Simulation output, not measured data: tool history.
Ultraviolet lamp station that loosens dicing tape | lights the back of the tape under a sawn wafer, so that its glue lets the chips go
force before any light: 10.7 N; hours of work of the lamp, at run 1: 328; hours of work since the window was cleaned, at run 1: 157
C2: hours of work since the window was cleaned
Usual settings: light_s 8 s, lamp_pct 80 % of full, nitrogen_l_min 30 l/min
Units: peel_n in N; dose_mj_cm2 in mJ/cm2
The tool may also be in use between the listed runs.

run 1 day=0.000 | light_s=8 lamp_pct=80 nitrogen_l_min=30 | hours_of_work_of_the_lamp=328 C2=157 | peel_n=1.045 dose_mj_cm2=220
run 2 day=0.650 | light_s=8 lamp_pct=80 nitrogen_l_min=30 | hours_of_work_of_the_lamp=337 C2=166 | peel_n=1.014 dose_mj_cm2=220
run 3 day=1.233 | light_s=8 lamp_pct=80 nitrogen_l_min=30 | hours_of_work_of_the_lamp=345 C2=173 | peel_n=0.988 dose_mj_cm2=225
run 4 day=1.704 | light_s=8 lamp_pct=80 nitrogen_l_min=30 | hours_of_work_of_the_lamp=351 C2=179 | peel_n=1.041 dose_mj_cm2=224
run 5 day=2.354 | light_s=8 lamp_pct=80 nitrogen_l_min=30 | hours_of_work_of_the_lamp=359 C2=188 | peel_n=0.996 dose_mj_cm2=224
run 6 day=2.988 | light_s=8 lamp_pct=80 nitrogen_l_min=53 | hours_of_work_of_the_lamp=368 C2=196 | peel_n=0.693 dose_mj_cm2=222
run 7 day=3.558 | light_s=8 lamp_pct=80 nitrogen_l_min=53 | hours_of_work_of_the_lamp=375 C2=204 | peel_n=0.695 dose_mj_cm2=226
run 8 day=4.229 | light_s=12 lamp_pct=80 nitrogen_l_min=53 | hours_of_work_of_the_lamp=384 C2=213 | peel_n=0.212 dose_mj_cm2=330
run 9 day=4.558 | light_s=5 lamp_pct=80 nitrogen_l_min=30 | hours_of_work_of_the_lamp=388 C2=217 | peel_n=2.488 dose_mj_cm2=143
run 10 day=4.854 | light_s=5 lamp_pct=71 nitrogen_l_min=30 | hours_of_work_of_the_lamp=392 C2=221 | peel_n=2.855 dose_mj_cm2=125
run 11 day=5.496 | light_s=5 lamp_pct=71 nitrogen_l_min=30 | hours_of_work_of_the_lamp=401 C2=229 | peel_n=2.897 dose_mj_cm2=124
run 12 day=5.858 | light_s=8 lamp_pct=80 nitrogen_l_min=30 | hours_of_work_of_the_lamp=405 C2=234 | peel_n=1.054 dose_mj_cm2=227
run 13 day=6.529 | light_s=8 lamp_pct=80 nitrogen_l_min=30 | hours_of_work_of_the_lamp=414 C2=243 | peel_n=1.032 dose_mj_cm2=224
run 14 day=6.900 | light_s=8 lamp_pct=80 nitrogen_l_min=30 | hours_of_work_of_the_lamp=419 C2=248 | peel_n=0.998 dose_mj_cm2=223
run 15 day=7.238 | light_s=11 lamp_pct=75 nitrogen_l_min=12 | hours_of_work_of_the_lamp=423 C2=252 | peel_n=1.183 dose_mj_cm2=284
run 16 day=7.604 | light_s=11 lamp_pct=80 nitrogen_l_min=23 | hours_of_work_of_the_lamp=428 C2=257 | peel_n=0.572 dose_mj_cm2=307
run 17 day=8.112 | light_s=11 lamp_pct=80 nitrogen_l_min=23 | hours_of_work_of_the_lamp=435 C2=264 | peel_n=0.587 dose_mj_cm2=307
run 18 day=8.512 | light_s=14 lamp_pct=98 nitrogen_l_min=28 | hours_of_work_of_the_lamp=440 C2=269 | peel_n=0.119 dose_mj_cm2=478
run 19 day=8.908 | light_s=8 lamp_pct=91 nitrogen_l_min=11 | hours_of_work_of_the_lamp=445 C2=274 | peel_n=1.635 dose_mj_cm2=256
run 20 day=9.292 | light_s=15 lamp_pct=67 nitrogen_l_min=11 | hours_of_work_of_the_lamp=450 C2=279 | peel_n=0.770 dose_mj_cm2=349
run 21 day=9.629 | light_s=4 lamp_pct=66 nitrogen_l_min=24 | hours_of_work_of_the_lamp=455 C2=284 | peel_n=4.271 dose_mj_cm2=90
run 22 day=10.283 | light_s=5 lamp_pct=80 nitrogen_l_min=30 | hours_of_work_of_the_lamp=463 C2=292 | peel_n=2.439 dose_mj_cm2=142
run 23 day=10.983 | light_s=5 lamp_pct=80 nitrogen_l_min=30 | hours_of_work_of_the_lamp=473 C2=301 | peel_n=2.481 dose_mj_cm2=140
-- day=11.204 window cleaned of glue's vapour
run 24 day=11.625 | light_s=6 lamp_pct=86 nitrogen_l_min=36 | hours_of_work_of_the_lamp=481 C2=6 | peel_n=1.399 dose_mj_cm2=180
run 25 day=12.246 | light_s=6 lamp_pct=86 nitrogen_l_min=36 | hours_of_work_of_the_lamp=489 C2=14 | peel_n=1.445 dose_mj_cm2=178
run 26 day=12.838 | light_s=15 lamp_pct=88 nitrogen_l_min=16 | hours_of_work_of_the_lamp=497 C2=21 | peel_n=0.238 dose_mj_cm2=461
run 27 day=13.146 | light_s=15 lamp_pct=88 nitrogen_l_min=16 | hours_of_work_of_the_lamp=501 C2=26 | peel_n=0.241 dose_mj_cm2=461
run 28 day=13.600 | light_s=15 lamp_pct=88 nitrogen_l_min=16 | hours_of_work_of_the_lamp=507 C2=32 | peel_n=0.259 dose_mj_cm2=463

How the hidden state differs across the entries between the runs, from the last listed run before each to the first after it:
Between runs 23 and 24: window cleaned of glue's vapour (day 11.204)
  light that the window lets through, % of a clean one's: 99.8 -> 100
